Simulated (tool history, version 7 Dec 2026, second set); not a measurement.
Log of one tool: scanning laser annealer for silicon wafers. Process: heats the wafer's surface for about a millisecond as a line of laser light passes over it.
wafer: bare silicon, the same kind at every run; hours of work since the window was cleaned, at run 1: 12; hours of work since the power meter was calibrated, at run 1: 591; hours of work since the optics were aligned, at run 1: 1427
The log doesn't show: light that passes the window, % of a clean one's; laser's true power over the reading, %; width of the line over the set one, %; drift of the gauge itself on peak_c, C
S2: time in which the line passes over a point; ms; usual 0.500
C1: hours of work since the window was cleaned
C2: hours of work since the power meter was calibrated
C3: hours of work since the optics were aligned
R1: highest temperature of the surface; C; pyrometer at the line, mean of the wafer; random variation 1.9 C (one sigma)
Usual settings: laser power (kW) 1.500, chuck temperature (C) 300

Run 1, hour 0.0: usual settings; C1 12; C2 591; C3 1427. Result: R1 1128 C.
Run 2, hour 70.7: usual settings; C1 47; C2 626; C3 1463. Result: R1 1121 C.
Run 3, hour 110.9: usual settings but S2 0.454 ms; C1 68; C2 646; C3 1483. Result: R1 1083 C.
Run 4, hour 160.3: usual settings but S2 0.454 ms; C1 92; C2 671; C3 1507. Result: R1 1081 C.
Run 5, hour 200.4: usual settings but laser power (kW) 1.533; C1 112; C2 691; C3 1527. Result: R1 1135 C.
Run 6, hour 251.8: usual settings; C1 138; C2 716; C3 1553. Result: R1 1111 C.
Run 7, hour 326.0: usual settings; C1 175; C2 753; C3 1590. Result: R1 1106 C.
Run 8, hour 366.1: usual settings; C1 195; C2 773; C3 1610. Result: R1 1106 C.
At hour 424.8: optics aligned, line set to its width.
Run 9, hour 424.8: usual settings; C1 222; C2 800; C3 0. Result: R1 1111 C.
Run 10, hour 468.1: usual settings but chuck temperature (C) 298; C1 243; C2 822; C3 22. Result: R1 1103 C.
Run 11, hour 516.9: usual settings but laser power (kW) 1.432; C1 267; C2 846; C3 46. Result: R1 1067 C.
Run 12, hour 564.1: usual settings but laser power (kW) 1.432; C1 291; C2 870; C3 69. Result: R1 1070 C.
Run 13, hour 598.9: usual settings but laser power (kW) 1.408; C1 308; C2 887; C3 87. Result: R1 1049 C.
Run 14, hour 645.9: usual settings but laser power (kW) 1.408; C1 332; C2 910; C3 110. Result: R1 1047 C.
At hour 692.8: window over the wafer cleaned.
Run 15, hour 702.2: usual settings but laser power (kW) 1.408; C1 5; C2 938; C3 137. Result: R1 1085 C.
Run 16, hour 733.8: usual settings but laser power (kW) 1.408; C1 20; C2 953; C3 153. Result: R1 1079 C.
Run 17, hour 803.9: usual settings but laser power (kW) 1.318; C1 55; C2 988; C3 188. Result: R1 1030 C.
Run 18, hour 839.0: usual settings but laser power (kW) 1.496, S2 0.534 ms, chuck temperature (C) 331; C1 73; C2 1006; C3 206. Result: R1 1176 C.
Run 19, hour 893.1: usual settings but laser power (kW) 1.496, S2 0.534 ms, chuck temperature (C) 331; C1 100; C2 1033; C3 232. Result: R1 1174 C.
Run 20, hour 925.0: usual settings but laser power (kW) 1.453, S2 0.420 ms, chuck temperature (C) 282; C1 116; C2 1049; C3 248. Result: R1 1010 C.
Run 21, hour 977.3: usual settings but laser power (kW) 1.453, S2 0.420 ms, chuck temperature (C) 282; C1 142; C2 1075; C3 274. Result: R1 1009 C.
Run 22, hour 1034.0: usual settings but chuck temperature (C) 321; C1 170; C2 1103; C3 303. Result: R1 1134 C.
Run 23, hour 1103.3: usual settings but chuck temperature (C) 321; C1 205; C2 1137; C3 337. Result: R1 1130 C.
At hour 1112.1: laser's power meter calibrated.
Run 24, hour 1144.0: usual settings but laser power (kW) 1.367, S2 0.539 ms, chuck temperature (C) 338; C1 223; C2 16; C3 356. Result: R1 1102 C.
Run 25, hour 1199.1: usual settings but laser power (kW) 1.347, S2 0.610 ms; C1 251; C2 43; C3 384. Result: R1 1100 C.
Run 26, hour 1245.8: usual settings but laser power (kW) 1.313, S2 0.536 ms, chuck temperature (C) 303; C1 274; C2 67; C3 407. Result: R1 1034 C.
Run 27, hour 1282.4: usual settings but laser power (kW) 1.649, S2 0.527 ms; C1 292; C2 85; C3 425. Result: R1 1199 C.
Run 28, hour 1342.6: usual settings but laser power (kW) 1.481, S2 0.406 ms, chuck temperature (C) 339; C1 322; C2 115; C3 455. Result: R1 1052 C.
At hour 1366.3: laser's power meter calibrated, once more.
Run 29, hour 1399.8: usual settings but laser power (kW) 1.496, S2 0.399 ms, chuck temperature (C) 304; C1 349; C2 17; C3 482. Result: R1 1006 C.
At hour 1413.2: window over the wafer cleaned.
Run 30, hour 1461.1: usual settings but laser power (kW) 1.496, S2 0.399 ms, chuck temperature (C) 323; C1 24; C2 46; C3 512. Result: R1 1060 C.

The next listed run, before its measurement:
Run 31, hour 1520.9: usual settings but laser power (kW) 1.496, S2 0.399 ms, chuck temperature (C) 323; C1 54; C2 76; C3 542. Result: R1 ?.

R1: 1056 C
Without the tool's hidden state the same run would have given R1 1064 C.

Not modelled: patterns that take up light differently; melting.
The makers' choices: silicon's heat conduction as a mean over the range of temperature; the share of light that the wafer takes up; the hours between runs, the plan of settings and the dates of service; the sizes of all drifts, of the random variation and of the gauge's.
